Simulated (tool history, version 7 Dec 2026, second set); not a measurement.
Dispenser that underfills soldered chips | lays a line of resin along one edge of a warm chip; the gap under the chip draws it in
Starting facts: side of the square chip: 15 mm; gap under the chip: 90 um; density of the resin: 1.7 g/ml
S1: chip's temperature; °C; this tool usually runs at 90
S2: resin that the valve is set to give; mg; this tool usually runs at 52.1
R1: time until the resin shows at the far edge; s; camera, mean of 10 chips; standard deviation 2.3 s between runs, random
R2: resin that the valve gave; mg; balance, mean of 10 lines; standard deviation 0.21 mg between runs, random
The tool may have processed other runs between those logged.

run 1 hour=0 | S1=90 S2=52.1 | R1=300.9 R2=50.94
run 2 hour=2.8 | S1=90 S2=52.1 | R1=349.7 R2=50.62
run 3 hour=5.9 | S1=90 S2=56.8 | R1=394 R2=55.17
-- hour=8.8 new syringe of resin
run 4 hour=10.3 | S1=90 S2=53.1 | R1=240.6 R2=51.19
run 5 hour=13.7 | S1=90 S2=50.3 | R1=291.8 R2=48.9
-- hour=15.4 dispensing valve cleaned and set on the balance
run 6 hour=18 | S1=90 S2=50.3 | R1=345.4 R2=50.07
run 7 hour=20.6 | S1=77 S2=50.3 | R1=694.2 R2=49.9
-- hour=24.1 new syringe of resin
run 8 hour=25.4 | S1=90 S2=52.1 | R1=247.5 R2=51.53
run 9 hour=29 | S1=90 S2=49.5 | R1=299.7 R2=49.04
run 10 hour=32.4 | S1=90 S2=49.5 | R1=351.2 R2=48.75
run 11 hour=37 | S1=90 S2=49.5 | R1=438.1 R2=49.27
-- hour=38.4 new syringe of resin
run 12 hour=40 | S1=90 S2=49.5 | R1=244.4 R2=49.24
run 13 hour=43.9 | S1=90 S2=49.5 | R1=302.6 R2=48.65
run 14 hour=47.4 | S1=82 S2=64.6 | R1=492.1 R2=63.4
run 15 hour=51.9 | S1=86 S2=63.3 | R1=519.5 R2=62.27
-- hour=52.6 new syringe of resin
run 16 hour=54.7 | S1=77 S2=44.9 | R1=447.7 R2=44
run 17 hour=56.9 | S1=82 S2=56.3 | R1=378.8 R2=55.29
run 18 hour=60.7 | S1=100 S2=50.6 | R1=228.1 R2=49.78
run 19 hour=64.7 | S1=92 S2=52.1 | R1=379.6 R2=50.95
-- hour=66.9 new syringe of resin
run 20 hour=67.4 | S1=78 S2=65.7 | R1=374 R2=64.59
run 21 hour=71.7 | S1=78 S2=65.7 | R1=468.7 R2=64.17
run 22 hour=75.1 | S1=76 S2=47.7 | R1=627.7 R2=46.46
run 23 hour=78.8 | S1=85 S2=47.7 | R1=516 R2=46.96
-- hour=81.1 new syringe of resin
run 24 hour=83.2 | S1=85 S2=47.7 | R1=322.3 R2=46.57
run 25 hour=87.8 | S1=99 S2=49.4 | R1=228.8 R2=48.18

4 options for the next run, each taken on its own from the tool as it stands now. Forecast them:
run A hour=91.3 | S1=85 S2=49.4 | R1=? R2=?
run B hour=91.3 | S1=89 S2=55.4 | R1=? R2=?
run C hour=91.3 | S1=90 S2=46.7 | R1=? R2=?
run D hour=91.3 | S1=101 S2=63.4 | R1=? R2=?

run=A R1=482.6 R2=48.07
run=B R1=397.1 R2=53.97
run=C R1=399.4 R2=45.47
run=D R1=242.1 R2=61.88
Without the tool's hidden state the same runs would have given:
run=A R1=280.3 R2=49.46
run=B R1=231.3 R2=55.54
run=C R1=231.3 R2=46.79
run=D R1=141.1 R2=63.67

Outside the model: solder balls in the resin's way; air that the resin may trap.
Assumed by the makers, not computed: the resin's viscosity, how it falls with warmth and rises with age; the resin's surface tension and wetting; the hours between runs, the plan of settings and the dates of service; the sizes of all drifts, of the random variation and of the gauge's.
